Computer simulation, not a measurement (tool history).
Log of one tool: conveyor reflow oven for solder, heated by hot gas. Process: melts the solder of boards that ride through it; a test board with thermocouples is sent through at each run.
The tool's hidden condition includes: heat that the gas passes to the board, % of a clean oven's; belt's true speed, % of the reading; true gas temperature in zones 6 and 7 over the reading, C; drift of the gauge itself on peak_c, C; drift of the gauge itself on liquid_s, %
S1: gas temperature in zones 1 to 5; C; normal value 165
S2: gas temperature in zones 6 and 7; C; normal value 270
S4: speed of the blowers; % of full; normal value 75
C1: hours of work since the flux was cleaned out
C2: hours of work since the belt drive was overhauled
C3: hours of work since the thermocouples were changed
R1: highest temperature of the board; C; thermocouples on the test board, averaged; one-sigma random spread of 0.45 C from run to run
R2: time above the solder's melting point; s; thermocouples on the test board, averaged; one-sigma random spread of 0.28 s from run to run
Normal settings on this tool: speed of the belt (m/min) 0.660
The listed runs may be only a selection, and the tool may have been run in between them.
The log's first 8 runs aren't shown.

{"run": 9, "hour": 87.1, "S1": 165, "S2": 270, "speed of the belt (m/min)": 0.587, "S4": 75, "C1": 197, "C2": 344, "C3": 459, "R1": 251.3, "R2": 43.1}
{"run": 10, "hour": 98.7, "S1": 165, "S2": 270, "speed of the belt (m/min)": 0.587, "S4": 75, "C1": 204, "C2": 352, "C3": 467, "R1": 251.5, "R2": 43.1}
{"run": 11, "hour": 107.8, "S1": 165, "S2": 270, "speed of the belt (m/min)": 0.587, "S4": 75, "C1": 211, "C2": 358, "C3": 473, "R1": 251.3, "R2": 43.0}
{"run": 12, "hour": 118.0, "S1": 165, "S2": 270, "speed of the belt (m/min)": 0.587, "S4": 75, "C1": 218, "C2": 365, "C3": 480, "R1": 251.0, "R2": 42.6}
{"run": 13, "hour": 127.3, "S1": 165, "S2": 270, "speed of the belt (m/min)": 0.587, "S4": 75, "C1": 224, "C2": 372, "C3": 487, "R1": 250.9, "R2": 42.0}
{"run": 14, "hour": 136.8, "S1": 165, "S2": 270, "speed of the belt (m/min)": 0.587, "S4": 75, "C1": 230, "C2": 378, "C3": 493, "R1": 251.7, "R2": 43.0}
{"run": 15, "hour": 150.2, "S1": 165, "S2": 270, "speed of the belt (m/min)": 0.587, "S4": 75, "C1": 240, "C2": 387, "C3": 502, "R1": 252.1, "R2": 42.5}
{"run": 16, "hour": 163.0, "S1": 153, "S2": 266, "speed of the belt (m/min)": 0.608, "S4": 52, "C1": 248, "C2": 396, "C3": 511, "R1": 238.1, "R2": 28.0}
{"run": 17, "hour": 170.2, "S1": 153, "S2": 266, "speed of the belt (m/min)": 0.608, "S4": 52, "C1": 253, "C2": 401, "C3": 516, "R1": 237.9, "R2": 27.6}
{"run": 18, "hour": 176.8, "S1": 165, "S2": 260, "speed of the belt (m/min)": 0.544, "S4": 75, "C1": 258, "C2": 405, "C3": 521, "R1": 244.7, "R2": 42.7}
{"run": 19, "hour": 186.9, "S1": 152, "S2": 264, "speed of the belt (m/min)": 0.753, "S4": 77, "C1": 265, "C2": 412, "C3": 527, "R1": 234.1, "R2": 18.7}
{"run": 20, "hour": 197.1, "S1": 166, "S2": 270, "speed of the belt (m/min)": 0.549, "S4": 75, "C1": 272, "C2": 419, "C3": 534, "R1": 252.9, "R2": 47.7}
{"run": 21, "hour": 204.6, "S1": 165, "S2": 271, "speed of the belt (m/min)": 0.66, "S4": 83, "C1": 277, "C2": 424, "C3": 539, "R1": 248.0, "R2": 36.2}
{"run": 22, "hour": 218.0, "S1": 165, "S2": 271, "speed of the belt (m/min)": 0.667, "S4": 51, "C1": 286, "C2": 434, "C3": 549, "R1": 240.1, "R2": 28.3}
{"run": 23, "hour": 226.6, "S1": 180, "S2": 270, "speed of the belt (m/min)": 0.66, "S4": 90, "C1": 292, "C2": 439, "C3": 554, "R1": 250.9, "R2": 41.8}
{"run": 24, "hour": 240.6, "S1": 180, "S2": 270, "speed of the belt (m/min)": 0.66, "S4": 90, "C1": 301, "C2": 449, "C3": 564, "R1": 251.5, "R2": 42.0}
{"run": 25, "hour": 252.7, "S1": 180, "S2": 270, "speed of the belt (m/min)": 0.66, "S4": 90, "C1": 309, "C2": 457, "C3": 572, "R1": 252.0, "R2": 41.8}
{"hour": 265.3, "done": "flux residue cleaned out of gas plates and filters"}
{"run": 26, "hour": 269.2, "S1": 163, "S2": 283, "speed of the belt (m/min)": 0.66, "S4": 75, "C1": 3, "C2": 465, "C3": 580, "R1": 258.5, "R2": 40.6}
{"run": 27, "hour": 283.3, "S1": 165, "S2": 261, "speed of the belt (m/min)": 0.66, "S4": 75, "C1": 12, "C2": 475, "C3": 590, "R1": 241.6, "R2": 30.9}
{"run": 28, "hour": 291.5, "S1": 165, "S2": 261, "speed of the belt (m/min)": 0.66, "S4": 75, "C1": 18, "C2": 480, "C3": 595, "R1": 241.0, "R2": 31.3}
{"run": 29, "hour": 305.5, "S1": 165, "S2": 270, "speed of the belt (m/min)": 0.715, "S4": 86, "C1": 27, "C2": 490, "C3": 605, "R1": 247.2, "R2": 32.6}
{"run": 30, "hour": 319.6, "S1": 165, "S2": 270, "speed of the belt (m/min)": 0.778, "S4": 51, "C1": 37, "C2": 499, "C3": 614, "R1": 233.7, "R2": 19.1}

4 ways to go on from here, each from the tool as it stands after run 30. What would each give?
{"run": "A", "hour": 328.9, "S1": 165, "S2": 264, "speed of the belt (m/min)": 0.66, "S4": 75, "C1": 43, "C2": 506, "C3": 621, "R1": "?", "R2": "?"}
{"run": "B", "hour": 328.9, "S1": 165, "S2": 267, "speed of the belt (m/min)": 0.675, "S4": 51, "C1": 43, "C2": 506, "C3": 621, "R1": "?", "R2": "?"}
{"run": "C", "hour": 328.9, "S1": 154, "S2": 282, "speed of the belt (m/min)": 0.594, "S4": 51, "C1": 43, "C2": 506, "C3": 621, "R1": "?", "R2": "?"}
{"run": "D", "hour": 328.9, "S1": 172, "S2": 259, "speed of the belt (m/min)": 0.66, "S4": 51, "C1": 43, "C2": 506, "C3": 621, "R1": "?", "R2": "?"}

run=A R1=242.8 R2=32.4
run=B R1=238.4 R2=27.1
run=C R1=253.3 R2=40.2
run=D R1=234.3 R2=25.7
Without the tool's unlogged condition, the same runs would have read:
run=A R1=244.9 R2=33.7
run=B R1=240.3 R2=28.5
run=C R1=255.3 R2=41.1
run=D R1=236.2 R2=27.3

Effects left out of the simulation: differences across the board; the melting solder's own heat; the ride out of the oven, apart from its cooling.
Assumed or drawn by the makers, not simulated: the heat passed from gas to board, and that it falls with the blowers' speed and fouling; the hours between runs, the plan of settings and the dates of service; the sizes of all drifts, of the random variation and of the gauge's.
